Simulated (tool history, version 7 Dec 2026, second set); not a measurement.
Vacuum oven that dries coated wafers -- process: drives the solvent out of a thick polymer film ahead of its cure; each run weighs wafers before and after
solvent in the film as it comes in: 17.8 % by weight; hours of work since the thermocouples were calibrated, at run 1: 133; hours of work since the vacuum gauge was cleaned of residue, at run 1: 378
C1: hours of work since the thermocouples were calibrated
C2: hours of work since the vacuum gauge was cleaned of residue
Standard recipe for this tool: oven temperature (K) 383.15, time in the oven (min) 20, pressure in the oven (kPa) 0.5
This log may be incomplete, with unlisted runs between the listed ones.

run 1 hour=0 | oven_temperature_(K)=383.15 time_in_the_oven_(min)=20 pressure_in_the_oven_(kPa)=0.5 | C1=133 C2=378 | solvent_left_in_the_film_(%)=4.52
run 2 hour=17.1 | oven_temperature_(K)=383.15 time_in_the_oven_(min)=20 pressure_in_the_oven_(kPa)=0.5 | C1=145 C2=390 | solvent_left_in_the_film_(%)=4.57
run 3 hour=30 | oven_temperature_(K)=383.15 time_in_the_oven_(min)=20 pressure_in_the_oven_(kPa)=0.5 | C1=154 C2=399 | solvent_left_in_the_film_(%)=4.49
run 4 hour=40.4 | oven_temperature_(K)=383.15 time_in_the_oven_(min)=20 pressure_in_the_oven_(kPa)=0.5 | C1=161 C2=406 | solvent_left_in_the_film_(%)=4.44
run 5 hour=58.1 | oven_temperature_(K)=383.15 time_in_the_oven_(min)=20 pressure_in_the_oven_(kPa)=0.5 | C1=174 C2=418 | solvent_left_in_the_film_(%)=4.49
run 6 hour=73 | oven_temperature_(K)=383.15 time_in_the_oven_(min)=20 pressure_in_the_oven_(kPa)=0.5 | C1=184 C2=428 | solvent_left_in_the_film_(%)=4.52
run 7 hour=85.4 | oven_temperature_(K)=383.15 time_in_the_oven_(min)=21 pressure_in_the_oven_(kPa)=0.5 | C1=193 C2=437 | solvent_left_in_the_film_(%)=4.15
run 8 hour=95.4 | oven_temperature_(K)=383.15 time_in_the_oven_(min)=21 pressure_in_the_oven_(kPa)=0.5 | C1=200 C2=444 | solvent_left_in_the_film_(%)=4.39
run 9 hour=112.5 | oven_temperature_(K)=383.15 time_in_the_oven_(min)=21 pressure_in_the_oven_(kPa)=0.5 | C1=211 C2=456 | solvent_left_in_the_film_(%)=4.2
run 10 hour=121.9 | oven_temperature_(K)=383.15 time_in_the_oven_(min)=21 pressure_in_the_oven_(kPa)=0.5 | C1=218 C2=462 | solvent_left_in_the_film_(%)=4.25
run 11 hour=137.6 | oven_temperature_(K)=383.15 time_in_the_oven_(min)=21 pressure_in_the_oven_(kPa)=0.5 | C1=229 C2=473 | solvent_left_in_the_film_(%)=4.37
run 12 hour=146.5 | oven_temperature_(K)=383.15 time_in_the_oven_(min)=20 pressure_in_the_oven_(kPa)=0.5 | C1=235 C2=479 | solvent_left_in_the_film_(%)=4.54
run 13 hour=160.6 | oven_temperature_(K)=383.15 time_in_the_oven_(min)=20 pressure_in_the_oven_(kPa)=0.5 | C1=245 C2=489 | solvent_left_in_the_film_(%)=4.6
run 14 hour=182.6 | oven_temperature_(K)=383.15 time_in_the_oven_(min)=14 pressure_in_the_oven_(kPa)=0.714 | C1=260 C2=504 | solvent_left_in_the_film_(%)=6.51
run 15 hour=199.7 | oven_temperature_(K)=396.15 time_in_the_oven_(min)=10 pressure_in_the_oven_(kPa)=0.5 | C1=272 C2=516 | solvent_left_in_the_film_(%)=4.36
run 16 hour=221.6 | oven_temperature_(K)=370.15 time_in_the_oven_(min)=10 pressure_in_the_oven_(kPa)=1.231 | C1=287 C2=531 | solvent_left_in_the_film_(%)=11.42
run 17 hour=240.8 | oven_temperature_(K)=370.15 time_in_the_oven_(min)=10 pressure_in_the_oven_(kPa)=1.231 | C1=300 C2=545 | solvent_left_in_the_film_(%)=11.33
run 18 hour=252.2 | oven_temperature_(K)=370.15 time_in_the_oven_(min)=36 pressure_in_the_oven_(kPa)=0.571 | C1=308 C2=553 | solvent_left_in_the_film_(%)=5.78
run 19 hour=273.7 | oven_temperature_(K)=394.15 time_in_the_oven_(min)=14 pressure_in_the_oven_(kPa)=0.297 | C1=323 C2=567 | solvent_left_in_the_film_(%)=3.26
run 20 hour=291.6 | oven_temperature_(K)=396.15 time_in_the_oven_(min)=20 pressure_in_the_oven_(kPa)=0.423 | C1=335 C2=580 | solvent_left_in_the_film_(%)=1.4
run 21 hour=304.4 | oven_temperature_(K)=383.15 time_in_the_oven_(min)=34 pressure_in_the_oven_(kPa)=0.992 | C1=344 C2=589 | solvent_left_in_the_film_(%)=2.54
run 22 hour=321.7 | oven_temperature_(K)=383.15 time_in_the_oven_(min)=34 pressure_in_the_oven_(kPa)=0.992 | C1=356 C2=601 | solvent_left_in_the_film_(%)=2.38
run 23 hour=341 | oven_temperature_(K)=374.15 time_in_the_oven_(min)=13 pressure_in_the_oven_(kPa)=0.5 | C1=370 C2=614 | solvent_left_in_the_film_(%)=9.41
run 24 hour=357.1 | oven_temperature_(K)=368.15 time_in_the_oven_(min)=28 pressure_in_the_oven_(kPa)=0.837 | C1=381 C2=625 | solvent_left_in_the_film_(%)=7.89

5 ways to go on from here, each from the tool as it stands after run 24. What would each give?
run A hour=369.3 | oven_temperature_(K)=378.15 time_in_the_oven_(min)=11 pressure_in_the_oven_(kPa)=0.837 | C1=389 C2=634 | solvent_left_in_the_film_(%)=?
run B hour=369.3 | oven_temperature_(K)=381.15 time_in_the_oven_(min)=20 pressure_in_the_oven_(kPa)=0.5 | C1=389 C2=634 | solvent_left_in_the_film_(%)=?
run C hour=369.3 | oven_temperature_(K)=368.15 time_in_the_oven_(min)=28 pressure_in_the_oven_(kPa)=0.755 | C1=389 C2=634 | solvent_left_in_the_film_(%)=?
run D hour=369.3 | oven_temperature_(K)=370.15 time_in_the_oven_(min)=15 pressure_in_the_oven_(kPa)=1.306 | C1=389 C2=634 | solvent_left_in_the_film_(%)=?
run E hour=369.3 | oven_temperature_(K)=369.15 time_in_the_oven_(min)=16 pressure_in_the_oven_(kPa)=0.289 | C1=389 C2=634 | solvent_left_in_the_film_(%)=?

run=A solvent_left_in_the_film_(%)=9.33
run=B solvent_left_in_the_film_(%)=5.41
run=C solvent_left_in_the_film_(%)=7.82
run=D solvent_left_in_the_film_(%)=10.26
run=E solvent_left_in_the_film_(%)=9.71
Stripped of hidden state, with their random variation kept, the same runs would have yielded:
run=A solvent_left_in_the_film_(%)=9.07
run=B solvent_left_in_the_film_(%)=5.11
run=C solvent_left_in_the_film_(%)=7.51
run=D solvent_left_in_the_film_(%)=10.01
run=E solvent_left_in_the_film_(%)=9.46

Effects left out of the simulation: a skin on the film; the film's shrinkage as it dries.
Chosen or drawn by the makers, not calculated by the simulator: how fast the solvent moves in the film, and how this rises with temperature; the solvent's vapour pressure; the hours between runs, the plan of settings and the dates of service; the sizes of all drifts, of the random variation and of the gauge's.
